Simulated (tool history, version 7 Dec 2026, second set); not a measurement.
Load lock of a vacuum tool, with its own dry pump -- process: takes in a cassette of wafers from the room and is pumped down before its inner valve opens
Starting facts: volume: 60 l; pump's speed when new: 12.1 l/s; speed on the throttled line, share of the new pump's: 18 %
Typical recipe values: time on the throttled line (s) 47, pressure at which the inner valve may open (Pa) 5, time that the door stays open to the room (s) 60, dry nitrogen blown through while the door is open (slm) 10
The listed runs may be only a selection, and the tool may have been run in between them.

run      day  time on the throttled line (s)  pressure at which the inner valve may open (Pa)  time that the door stays open to the room (s)  dry nitrogen blown through while the door is open (slm)  incoming humidity of the room's air, %  time from the closed door until the inner valve may open (s)  rise of the pressure with all valves shut (Pa/min)
  1    0.000                              47                                                5                                             60                                                       10                                    48.0                                                          91.4                                               0.135
  2   19.050                              47                                                5                                             60                                                       11                                    47.9                                                          90.7                                               0.147
  3   30.421                              47                                                5                                             60                                                       45                                    42.6                                                          91.2                                               0.117
  4   42.358                              47                                                5                                             60                                                       45                                    45.8                                                          91.6                                               0.120
  5   53.800                              47                                                5                                             60                                                       45                                    45.6                                                          90.4                                               0.129
  6   71.525                              56                                                5                                             60                                                       10                                    45.0                                                          98.3                                               0.155
  7   80.450                              56                                                5                                             60                                                       10                                    43.1                                                          99.0                                               0.161
  8   90.933                              56                                                5                                             60                                                       10                                    42.5                                                          97.8                                               0.158
  9  111.467                              56                                                5                                             60                                                       10                                    40.7                                                          99.1                                               0.169
 10  131.129                              56                                                5                                             60                                                       10                                    43.1                                                          98.8                                               0.180
 11  140.954                              56                                                5                                             60                                                       10                                    44.5                                                          99.6                                               0.183
 12  160.971                              47                                                5                                             60                                                       10                                    47.0                                                          93.1                                               0.201
 13  177.696                              47                                                5                                             60                                                       10                                    42.8                                                          92.2                                               0.195
 14  188.108                              47                                                5                                             60                                                       10                                    43.6                                                          93.1                                               0.206
 15  208.308                              47                                                5                                             60                                                       10                                    45.4                                                          92.7                                               0.222
 16  219.329                              47                                                5                                             60                                                       10                                    44.1                                                          91.9                                               0.226
 17  229.108                              47                                                5                                             60                                                       10                                    43.1                                                          91.9                                               0.228
 18  239.325                              47                                                5                                             60                                                       10                                    46.6                                                          93.1                                               0.232
 19  259.338                              47                                                5                                             60                                                       10                                    42.9                                                          92.4                                               0.243
 20  269.650                              77                                                5                                             60                                                       25                                    42.1                                                         115.9                                               0.221

Forecast run 21:
 21  289.183                              77                                                5                                             60                                                       25                                    41.5                                                             ?                                                   ?

time from the closed door until the inner valve may open (s): 116.4
rise of the pressure with all valves shut (Pa/min): 0.230
If the tool had no hidden condition, the same run with the same run-to-run variation would have returned time from the closed door until the inner valve may open (s) 112.2, rise of the pressure with all valves shut (Pa/min) 0.026.
